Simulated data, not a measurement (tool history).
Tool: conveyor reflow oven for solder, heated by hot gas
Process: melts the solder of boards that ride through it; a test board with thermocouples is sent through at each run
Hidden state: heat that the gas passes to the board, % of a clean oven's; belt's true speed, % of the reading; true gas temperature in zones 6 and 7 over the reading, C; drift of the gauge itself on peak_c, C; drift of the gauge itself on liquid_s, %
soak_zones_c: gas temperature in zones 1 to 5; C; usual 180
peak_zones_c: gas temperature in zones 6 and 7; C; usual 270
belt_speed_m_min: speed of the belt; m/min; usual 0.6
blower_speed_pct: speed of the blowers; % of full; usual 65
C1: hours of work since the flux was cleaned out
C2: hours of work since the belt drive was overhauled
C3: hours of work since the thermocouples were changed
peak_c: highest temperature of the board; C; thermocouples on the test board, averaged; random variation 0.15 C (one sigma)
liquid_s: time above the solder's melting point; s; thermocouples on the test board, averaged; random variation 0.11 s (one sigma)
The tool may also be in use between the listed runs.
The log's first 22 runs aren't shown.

Run 23, day 33.233: usual settings but soak_zones_c 182 C, peak_zones_c 276 C, belt_speed_m_min 0.598 m/min; C1 44; C2 473; C3 691. Result: peak_c 261.7 C, liquid_s 69.8 s.
Run 24, day 34.275: usual settings but soak_zones_c 182 C, peak_zones_c 276 C, belt_speed_m_min 0.598 m/min; C1 59; C2 488; C3 706. Result: peak_c 261.4 C, liquid_s 69.5 s.
Run 25, day 35.438: usual settings but peak_zones_c 268 C, belt_speed_m_min 0.566 m/min; C1 76; C2 505; C3 723. Result: peak_c 255.5 C, liquid_s 69.5 s.
Run 26, day 37.45: usual settings but peak_zones_c 268 C, belt_speed_m_min 0.566 m/min; C1 105; C2 534; C3 752. Result: peak_c 255.5 C, liquid_s 69.2 s.
Run 27, day 39.154: usual settings but soak_zones_c 185 C, peak_zones_c 282 C, belt_speed_m_min 0.487 m/min; C1 129; C2 558; C3 776. Result: peak_c 273.1 C, liquid_s 94.5 s.
Run 28, day 41.1: usual settings but soak_zones_c 176 C, peak_zones_c 274 C; C1 157; C2 586; C3 804. Result: peak_c 257.9 C, liquid_s 64.7 s.
Run 29, day 42.608: usual settings but soak_zones_c 176 C, peak_zones_c 274 C; C1 178; C2 607; C3 826. Result: peak_c 257.7 C, liquid_s 64.8 s.
Run 30, day 44.238: usual settings but soak_zones_c 176 C, peak_zones_c 274 C; C1 202; C2 631; C3 849. Result: peak_c 257.7 C, liquid_s 64.7 s.

3 ways to go on from here, each from the tool as it stands after run 30. What would each give?
Run A, day 45.296: usual settings but soak_zones_c 193 C, belt_speed_m_min 0.602 m/min; C1 217; C2 646; C3 864. Result: peak_c ?, liquid_s ?.
Run B, day 45.296: usual settings but soak_zones_c 176 C, peak_zones_c 258 C, belt_speed_m_min 0.578 m/min, blower_speed_pct 54 % of full; C1 217; C2 646; C3 864. Result: peak_c ?, liquid_s ?.
Run C, day 45.296: usual settings but belt_speed_m_min 0.667 m/min; C1 217; C2 646; C3 864. Result: peak_c ?, liquid_s ?.

run  peak_c  liquid_s
  A   257.2      71.6
  B     242      52.7
  C   251.3      54.2
Without the tool's hidden state the same runs would have given:
run  peak_c  liquid_s
  A   256.4      70.5
  B   241.2      51.6
  C     251      53.7

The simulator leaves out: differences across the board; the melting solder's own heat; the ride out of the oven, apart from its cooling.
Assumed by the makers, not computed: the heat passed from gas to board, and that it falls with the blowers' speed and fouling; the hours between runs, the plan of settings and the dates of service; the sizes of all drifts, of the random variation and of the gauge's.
